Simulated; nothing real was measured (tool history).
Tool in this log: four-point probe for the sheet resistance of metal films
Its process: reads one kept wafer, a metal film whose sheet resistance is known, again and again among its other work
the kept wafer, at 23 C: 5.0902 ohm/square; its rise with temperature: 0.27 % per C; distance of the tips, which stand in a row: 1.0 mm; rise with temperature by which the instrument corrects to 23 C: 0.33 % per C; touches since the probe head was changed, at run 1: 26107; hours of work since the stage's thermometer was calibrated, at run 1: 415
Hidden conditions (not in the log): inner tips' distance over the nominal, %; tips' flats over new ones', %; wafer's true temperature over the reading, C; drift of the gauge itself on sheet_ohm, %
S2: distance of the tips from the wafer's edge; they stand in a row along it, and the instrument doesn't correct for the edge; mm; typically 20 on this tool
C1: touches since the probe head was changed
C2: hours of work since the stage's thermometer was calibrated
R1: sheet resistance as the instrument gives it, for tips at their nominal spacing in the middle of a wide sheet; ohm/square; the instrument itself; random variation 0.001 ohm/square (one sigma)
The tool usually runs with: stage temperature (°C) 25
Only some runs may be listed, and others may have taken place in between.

{"run": 1, "hour": 0.0, "stage temperature (°C)": 25, "S2": 20, "C1": 26107, "C2": 415, "R1": 5.090097}
{"run": 2, "hour": 24.5, "stage temperature (°C)": 25, "S2": 20, "C1": 26926, "C2": 433, "R1": 5.089662}
{"run": 3, "hour": 52.4, "stage temperature (°C)": 25, "S2": 20, "C1": 27861, "C2": 453, "R1": 5.092066}
{"run": 4, "hour": 81.7, "stage temperature (°C)": 22, "S2": 20, "C1": 28841, "C2": 474, "R1": 5.100489}
{"run": 5, "hour": 111.4, "stage temperature (°C)": 30, "S2": 20, "C1": 29836, "C2": 496, "R1": 5.077778}
{"run": 6, "hour": 129.6, "stage temperature (°C)": 30, "S2": 20, "C1": 30443, "C2": 509, "R1": 5.079251}
{"run": 7, "hour": 145.6, "stage temperature (°C)": 30, "S2": 34, "C1": 30980, "C2": 520, "R1": 5.074437}
{"run": 8, "hour": 158.8, "stage temperature (°C)": 30, "S2": 34, "C1": 31421, "C2": 530, "R1": 5.071116}
{"run": 9, "hour": 187.8, "stage temperature (°C)": 30, "S2": 34, "C1": 32391, "C2": 551, "R1": 5.074193}
{"run": 10, "hour": 209.2, "stage temperature (°C)": 25, "S2": 20, "C1": 33110, "C2": 566, "R1": 5.092675}
{"run": 11, "hour": 225.8, "stage temperature (°C)": 25, "S2": 20, "C1": 33664, "C2": 578, "R1": 5.091691}
{"run": 12, "hour": 252.1, "stage temperature (°C)": 33, "S2": 20, "C1": 34545, "C2": 597, "R1": 5.070361}
{"run": 13, "hour": 283.5, "stage temperature (°C)": 27, "S2": 31, "C1": 35595, "C2": 620, "R1": 5.081767}
{"run": 14, "hour": 315.0, "stage temperature (°C)": 27, "S2": 31, "C1": 36649, "C2": 643, "R1": 5.081336}
{"run": 15, "hour": 342.4, "stage temperature (°C)": 28, "S2": 22, "C1": 37568, "C2": 663, "R1": 5.081447}
{"run": 16, "hour": 355.8, "stage temperature (°C)": 28, "S2": 22, "C1": 38015, "C2": 672, "R1": 5.081981}
{"run": 17, "hour": 374.5, "stage temperature (°C)": 21, "S2": 56, "C1": 38642, "C2": 686, "R1": 5.096924}
{"run": 18, "hour": 399.9, "stage temperature (°C)": 22, "S2": 12, "C1": 39489, "C2": 704, "R1": 5.111501}
{"run": 19, "hour": 428.0, "stage temperature (°C)": 30, "S2": 43, "C1": 40430, "C2": 724, "R1": 5.071934}
{"run": 20, "hour": 444.8, "stage temperature (°C)": 27, "S2": 43, "C1": 40993, "C2": 736, "R1": 5.079866}
{"run": 21, "hour": 463.8, "stage temperature (°C)": 20, "S2": 39, "C1": 41629, "C2": 750, "R1": 5.103069}
{"run": 22, "hour": 487.9, "stage temperature (°C)": 20, "S2": 39, "C1": 42435, "C2": 768, "R1": 5.100416}
{"run": 23, "hour": 503.9, "stage temperature (°C)": 20, "S2": 39, "C1": 42971, "C2": 779, "R1": 5.103855}

Below are 4 alternative next runs, each starting from the tool's condition after run 23. Predict each:
{"run": "A", "hour": 528.5, "stage temperature (°C)": 32, "S2": 5, "C1": 43794, "C2": 797, "R1": "?"}
{"run": "B", "hour": 528.5, "stage temperature (°C)": 22, "S2": 19, "C1": 43794, "C2": 797, "R1": "?"}
{"run": "C", "hour": 528.5, "stage temperature (°C)": 28, "S2": 12, "C1": 43794, "C2": 797, "R1": "?"}
{"run": "D", "hour": 528.5, "stage temperature (°C)": 25, "S2": 40, "C1": 43794, "C2": 797, "R1": "?"}

run=A R1=5.170286
run=B R1=5.101167
run=C R1=5.094656
run=D R1=5.086585
Without the tool's hidden state the same runs would have given:
run=A R1=5.170197
run=B R1=5.101081
run=C R1=5.094569
run=D R1=5.086498
